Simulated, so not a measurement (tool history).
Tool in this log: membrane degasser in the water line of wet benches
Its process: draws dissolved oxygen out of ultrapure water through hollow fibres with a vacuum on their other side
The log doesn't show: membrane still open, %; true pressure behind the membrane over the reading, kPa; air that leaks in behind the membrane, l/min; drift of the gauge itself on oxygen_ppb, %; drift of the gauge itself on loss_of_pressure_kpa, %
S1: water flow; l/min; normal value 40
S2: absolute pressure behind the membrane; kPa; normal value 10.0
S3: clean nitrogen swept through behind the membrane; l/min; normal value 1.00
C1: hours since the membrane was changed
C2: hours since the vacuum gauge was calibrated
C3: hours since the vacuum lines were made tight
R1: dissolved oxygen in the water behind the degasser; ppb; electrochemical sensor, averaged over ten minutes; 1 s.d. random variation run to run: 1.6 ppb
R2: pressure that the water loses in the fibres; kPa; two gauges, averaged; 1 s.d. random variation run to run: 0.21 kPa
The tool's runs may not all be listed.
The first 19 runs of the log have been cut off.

run    hour  S1    S2    S3    C1    C2    C3      R1     R2
 20  1326.8  40  16.4  1.00  2775  3989   795   955.8  49.37
 21  1426.2  42  10.8  1.00  2875  4088   894   600.2  51.43
 22  1512.7  40  10.0  0.65  2961  4175   981   713.6  48.91
 23  1559.5  40  10.0  0.65  3008  4221  1028   713.7  49.60
 24  1659.7  39  16.2  1.12  3108  4322  1128   855.9  47.36
 25  1726.9  62   8.6  1.12  3175  4389  1195   544.5  76.16
 26  1822.2  40   8.6  0.57  3271  4484  1290   630.0  49.09
 27  1899.3  32  11.3  1.45  3348  4561  1368   381.6  39.08
 28  1949.1  40   7.6  1.00  3397  4611  1417   348.3  49.33
 29  2026.5  40   9.5  0.46  3475  4688  1495   832.8  48.85
 30  2124.7  27   9.5  0.46  3573  4787  1593   641.2  32.97
 31  2207.9  34  19.2  1.00  3656  4870  1676  1013.7  41.83
 32  2267.4  62   8.1  0.63  3716  4929  1736   718.6  75.99

Forecast each of these 3 alternatives for the next run:
  A  2308.2  62   8.1  0.60  3757  4970  1776   ?   ?
  B  2308.2  40  13.0  1.00  3757  4970  1776   ?   ?
  C  2308.2  40  21.1  1.00  3757  4970  1776   ?   ?

run      R1     R2
  A   739.4  76.13
  B   738.9  49.22
  C  1263.6  49.33
Had the tool no hidden state, the same runs would have come out as:
run      R1     R2
  A   738.7  76.11
  B   738.6  49.20
  C  1263.3  49.31
